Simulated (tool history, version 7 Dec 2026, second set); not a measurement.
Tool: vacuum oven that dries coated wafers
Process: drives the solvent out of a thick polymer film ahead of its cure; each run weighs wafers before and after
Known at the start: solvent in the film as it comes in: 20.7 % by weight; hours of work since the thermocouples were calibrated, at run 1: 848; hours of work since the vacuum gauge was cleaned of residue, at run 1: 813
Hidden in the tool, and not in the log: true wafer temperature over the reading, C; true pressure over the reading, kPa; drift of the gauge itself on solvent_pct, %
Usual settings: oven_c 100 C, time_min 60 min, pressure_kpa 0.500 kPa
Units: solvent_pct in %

run   hour  oven_c  time_min  pressure_kpa  hours of work since the thermocouples were calibrated  hours of work since the vacuum gauge was cleaned of residue  solvent_pct
  1    0.0     100        60         0.500                                                    848                                                          813         2.11
  2   34.7      98        60         0.500                                                    872                                                          837         2.69
  3   61.8     100        60         0.500                                                    891                                                          856         2.14
  4   99.0      92        60         0.500                                                    916                                                          881         4.66
  5  130.9     100        60         1.221                                                    938                                                          904         2.43
     145.1  -- oven's thermocouples calibrated
  6  148.4     100       105         1.110                                                      2                                                          914         0.72
  7  174.8      95        60         0.582                                                     21                                                          933         3.12
  8  194.8      95        60         0.582                                                     34                                                          946         3.15
  9  232.1     105        31         0.396                                                     60                                                          972         3.38
 10  265.5      93        63         0.398                                                     83                                                          995         3.46

Forecast each of these 4 alternatives for the next run:
  A  302.3      94        60         0.781                                                    109                                                         1021            ?
  B  302.3     100        42         1.155                                                    109                                                         1021            ?
  C  302.3      95        63         0.398                                                    109                                                         1021            ?
  D  302.3      95        63         0.398                                                    109                                                         1021            ?

run  solvent_pct
  A         3.52
  B         3.63
  C         2.85
  D         2.85
Without the tool's hidden state the same runs would have given:
run  solvent_pct
  A         3.55
  B         3.67
  C         2.87
  D         2.87

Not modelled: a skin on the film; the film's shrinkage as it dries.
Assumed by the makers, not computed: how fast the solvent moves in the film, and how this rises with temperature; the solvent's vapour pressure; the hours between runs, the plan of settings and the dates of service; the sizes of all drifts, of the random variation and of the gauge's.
